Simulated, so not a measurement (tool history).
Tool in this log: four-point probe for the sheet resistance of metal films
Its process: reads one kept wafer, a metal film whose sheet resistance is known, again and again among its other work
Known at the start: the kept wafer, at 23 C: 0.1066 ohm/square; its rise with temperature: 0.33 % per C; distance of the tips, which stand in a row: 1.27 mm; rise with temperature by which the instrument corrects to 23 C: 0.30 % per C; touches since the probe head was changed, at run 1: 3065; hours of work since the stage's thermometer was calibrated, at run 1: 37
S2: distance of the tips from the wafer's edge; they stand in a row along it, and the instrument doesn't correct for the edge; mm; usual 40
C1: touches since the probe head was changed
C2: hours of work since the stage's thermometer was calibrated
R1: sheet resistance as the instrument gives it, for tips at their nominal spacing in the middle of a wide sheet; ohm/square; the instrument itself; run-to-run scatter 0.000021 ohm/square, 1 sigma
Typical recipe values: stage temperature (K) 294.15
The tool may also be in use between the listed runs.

Run 1, hour 0: usual settings; C1 3065; C2 37. Result: R1 0.106292 ohm/square.
Run 2, hour 16.3: usual settings; C1 3341; C2 45. Result: R1 0.106289 ohm/square.
Run 3, hour 38.4: usual settings; C1 3713; C2 56. Result: R1 0.106315 ohm/square.
Run 4, hour 53.5: usual settings; C1 3968; C2 64. Result: R1 0.106298 ohm/square.
Run 5, hour 69.8: usual settings; C1 4243; C2 72. Result: R1 0.106271 ohm/square.
Run 6, hour 84.8: usual settings; C1 4496; C2 80. Result: R1 0.106283 ohm/square.
Run 7, hour 100.9: usual settings; C1 4767; C2 88. Result: R1 0.1063 ohm/square.
Run 8, hour 115.2: usual settings; C1 5009; C2 95. Result: R1 0.106292 ohm/square.
At hour 117.7: stage's thermometer calibrated.
Run 9, hour 136.3: usual settings; C1 5355; C2 9. Result: R1 0.106294 ohm/square.
Run 10, hour 147.1: usual settings but S2 43 mm; C1 5538; C2 15. Result: R1 0.106306 ohm/square.
Run 11, hour 160.6: usual settings but S2 43 mm; C1 5766; C2 22. Result: R1 0.106315 ohm/square.
Run 12, hour 173: usual settings but S2 43 mm; C1 5974; C2 28. Result: R1 0.106302 ohm/square.
Run 13, hour 191.8: usual settings but S2 19 mm; C1 6291; C2 37. Result: R1 0.106493 ohm/square.
Run 14, hour 202.6: usual settings but stage temperature (K) 299.15; C1 6473; C2 43. Result: R1 0.106451 ohm/square.

The next listed run, before its measurement:
Run 15, hour 215.7: usual settings but stage temperature (K) 298.15, S2 43 mm; C1 6695; C2 49. Result: R1 ?.

{"run 15": {"R1": 0.106406}}
On a tool with no hidden condition, and with the same random variation, this run would have come out at R1 0.106723 ohm/square.

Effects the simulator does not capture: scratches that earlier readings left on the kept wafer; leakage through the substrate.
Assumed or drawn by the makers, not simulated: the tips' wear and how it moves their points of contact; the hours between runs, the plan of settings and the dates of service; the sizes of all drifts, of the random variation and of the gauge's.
